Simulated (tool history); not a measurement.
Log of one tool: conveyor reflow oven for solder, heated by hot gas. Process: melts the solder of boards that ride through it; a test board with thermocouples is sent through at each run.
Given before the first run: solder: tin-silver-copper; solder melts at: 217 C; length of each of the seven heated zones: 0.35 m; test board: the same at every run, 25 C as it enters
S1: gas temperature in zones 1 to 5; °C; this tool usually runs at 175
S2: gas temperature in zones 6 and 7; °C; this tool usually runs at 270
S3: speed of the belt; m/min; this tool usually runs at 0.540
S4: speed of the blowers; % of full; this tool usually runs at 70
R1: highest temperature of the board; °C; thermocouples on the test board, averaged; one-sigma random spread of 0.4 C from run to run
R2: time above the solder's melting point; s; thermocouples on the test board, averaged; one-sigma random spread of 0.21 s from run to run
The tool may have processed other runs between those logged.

run,day,S1,S2,S3,S4,R1,R2
1,0.000,175,270,0.540,70,257.7,64.2
2,0.462,175,270,0.540,70,257.7,64.3
3,0.712,175,270,0.540,70,257.8,63.9
4,1.062,175,270,0.540,70,257.4,64.2
5,1.504,175,270,0.540,70,257.3,63.8
6,1.696,189,270,0.540,70,259.8,70.5
7,1.962,175,270,0.540,53,255.2,61.4
8,2.312,175,270,0.540,69,257.7,63.5
9,2.783,175,265,0.540,70,253.0,61.0
10,3.212,175,270,0.540,70,257.5,63.8
11,3.538,175,270,0.540,70,257.8,63.5
12,3.846,175,270,0.540,70,257.5,63.8
13,4.167,175,270,0.540,70,257.6,63.6
14,4.633,175,270,0.540,70,256.3,62.2
15,5.054,175,270,0.540,70,256.2,62.1
16,5.271,175,270,0.540,70,255.7,62.1
17,5.529,175,270,0.540,70,256.0,62.0
18,5.879,175,270,0.540,70,255.1,62.1
19,6.325,182,274,0.563,75,259.5,64.5
20,6.758,182,274,0.563,75,259.9,64.4
21,7.225,174,270,0.523,65,255.8,63.8
22,7.650,161,270,0.540,70,258.4,60.8
23,7.867,180,270,0.490,70,262.8,76.1
24,8.071,180,270,0.490,70,262.0,76.0
25,8.396,175,270,0.517,72,261.3,69.4
26,8.804,179,282,0.463,61,273.4,85.3
27,9.112,179,282,0.463,61,274.0,85.2
28,9.500,179,282,0.463,61,273.8,85.1
29,9.804,183,274,0.505,88,267.2,77.2
30,10.142,183,274,0.505,88,267.5,77.4
31,10.400,183,274,0.505,88,267.1,77.1

Removed from this log: 2 entries logged between the listed runs. Between which two listed runs does each belong, and how does the tool's hidden state at the listed run before it compare with that at the listed run after it?
Run 13 -> run 14: flux residue cleaned out of gas plates and filters (day 4.633)
  heat that the gas passes to the board, % of a clean oven's: 84.8 -> 75.4; true gas temperature in zones 6 and 7 over the reading, C: -1.47 -> -1.48
  measured less the result without the state, R1: -3.7 -> -5.5 °C; R2: -2.4 -> -4.0 s
Run 21 -> run 22: flux residue cleaned out of gas plates and filters, once more (day 7.633)
  heat that the gas passes to the board, % of a clean oven's: 74.4 -> 99.8; true gas temperature in zones 6 and 7 over the reading, C: -1.59 -> -1.6
  measured less the result without the state, R1: -5.5 -> -1.5 °C; R2: -4.1 -> -0.6 s
